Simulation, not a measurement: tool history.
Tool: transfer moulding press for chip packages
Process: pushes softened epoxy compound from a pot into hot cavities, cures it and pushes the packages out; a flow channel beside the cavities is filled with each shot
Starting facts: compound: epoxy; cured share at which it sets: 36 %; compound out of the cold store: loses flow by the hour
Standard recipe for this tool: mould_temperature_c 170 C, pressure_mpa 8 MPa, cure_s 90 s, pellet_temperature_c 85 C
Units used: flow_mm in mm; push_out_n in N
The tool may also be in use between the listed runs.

run,hour,mould_temperature_c,pressure_mpa,cure_s,pellet_temperature_c,incoming compound's hours out of the cold store,flow_mm,push_out_n
1,0,170,8,90,85,36.2,839,440
# hour 44.5: cavities cleaned with cleaning compound and waxed
2,66.4,170,8,90,85,34.5,851,673
# hour 88.8: cavities cleaned with cleaning compound and waxed
# hour 133.5: plunger's sealing rings changed
# hour 135: cavities cleaned with cleaning compound and waxed
3,136,170,8,90,85,40.7,861,447
# hour 183.4: cavities cleaned with cleaning compound and waxed
4,213.5,170,8,90,85,33.8,897,746
# hour 226.2: cavities cleaned with cleaning compound and waxed
# hour 269.1: cavities cleaned with cleaning compound and waxed
5,275.1,170,8,90,85,27.2,908,520
# hour 312.4: cavities cleaned with cleaning compound and waxed
6,328.9,170,8,90,85,18.4,958,659
# hour 361.6: cavities cleaned with cleaning compound and waxed
7,395.6,170,8,90,85,13.1,958,777
# hour 404.3: cavities cleaned with cleaning compound and waxed
8,442.9,170,8,90,85,22.9,909,816
# hour 450.2: cavities cleaned with cleaning compound and waxed
# hour 495.1: cavities cleaned with cleaning compound and waxed
9,514.6,170,8,90,85,36.7,815,671
# hour 543: plunger's sealing rings changed
# hour 544.5: cavities cleaned with cleaning compound and waxed
10,582.5,170,8,90,85,30,923,775
# hour 589.4: cavities cleaned with cleaning compound and waxed
# hour 637: cavities cleaned with cleaning compound and waxed
11,655,170,8,90,87,34.6,881,636
# hour 682.7: cavities cleaned with cleaning compound and waxed
# hour 727.2: cavities cleaned with cleaning compound and waxed
12,743.1,170,8,90,87,12,973,632
# hour 774.2: cavities cleaned with cleaning compound and waxed
13,786.3,170,8,121,87,38.6,838,548
# hour 822.7: cavities cleaned with cleaning compound and waxed
14,858.5,170,8.66,121,94,41.2,841,706
# hour 866.7: cavities cleaned with cleaning compound and waxed
# hour 885.4: mould's thermocouples calibrated
# hour 913.5: cavities cleaned with cleaning compound and waxed
15,940.4,170,8.66,121,94,30.9,882,680
# hour 955.5: plunger's sealing rings changed
# hour 963.4: cavities cleaned with cleaning compound and waxed
16,984.1,170,8.66,121,94,18.1,1021,626
# hour 1006.6: cavities cleaned with cleaning compound and waxed
17,1036.6,170,7.87,112,85,12.6,999,705
# hour 1051: cavities cleaned with cleaning compound and waxed
# hour 1094.1: cavities cleaned with cleaning compound and waxed
18,1117.7,170,7.87,112,85,19.1,944,654
# hour 1141: cavities cleaned with cleaning compound and waxed
# hour 1187.2: cavities cleaned with cleaning compound and waxed
19,1207.3,170,7.87,112,85,43.7,812,589
# hour 1231.4: cavities cleaned with cleaning compound and waxed
20,1267.2,162,6.77,90,85,40.1,791,1153
# hour 1274: cavities cleaned with cleaning compound and waxed
# hour 1317.1: cavities cleaned with cleaning compound and waxed
21,1317.1,162,6.77,90,85,25.7,842,676
# hour 1359.3: cavities cleaned with cleaning compound and waxed
# hour 1369.2: plunger's sealing rings changed
22,1376.1,162,6.77,90,85,23.5,922,983
# hour 1407.2: cavities cleaned with cleaning compound and waxed
23,1421,167,8.12,77,93,16.5,1015,975
# hour 1450.6: cavities cleaned with cleaning compound and waxed
# hour 1492.9: cavities cleaned with cleaning compound and waxed
24,1494.8,176,8.29,89,89,35.4,876,451
# hour 1538.9: cavities cleaned with cleaning compound and waxed
25,1546.7,176,8.29,89,89,46.6,803,517
# hour 1584.2: cavities cleaned with cleaning compound and waxed
26,1615.8,174,7.27,95,85,12.8,908,740

3 ways to go on from here, each from the tool as it stands after run 26. What would each give?
# hour 1630.4: cavities cleaned with cleaning compound and waxed
A,1670.2,174,7.27,127,85,29.4,?,?
# hour 1630.4: cavities cleaned with cleaning compound and waxed
B,1670.2,170,6.86,90,83,27.5,?,?
# hour 1630.4: cavities cleaned with cleaning compound and waxed
C,1670.2,177,7.37,95,85,10.7,?,?

run,flow_mm,push_out_n
A,826,728
B,824,781
C,897,732
The same runs, with their run-to-run variation unchanged, on a tool lacking any hidden condition would have given:
run,flow_mm,push_out_n
A,874,393
B,872,435
C,949,396
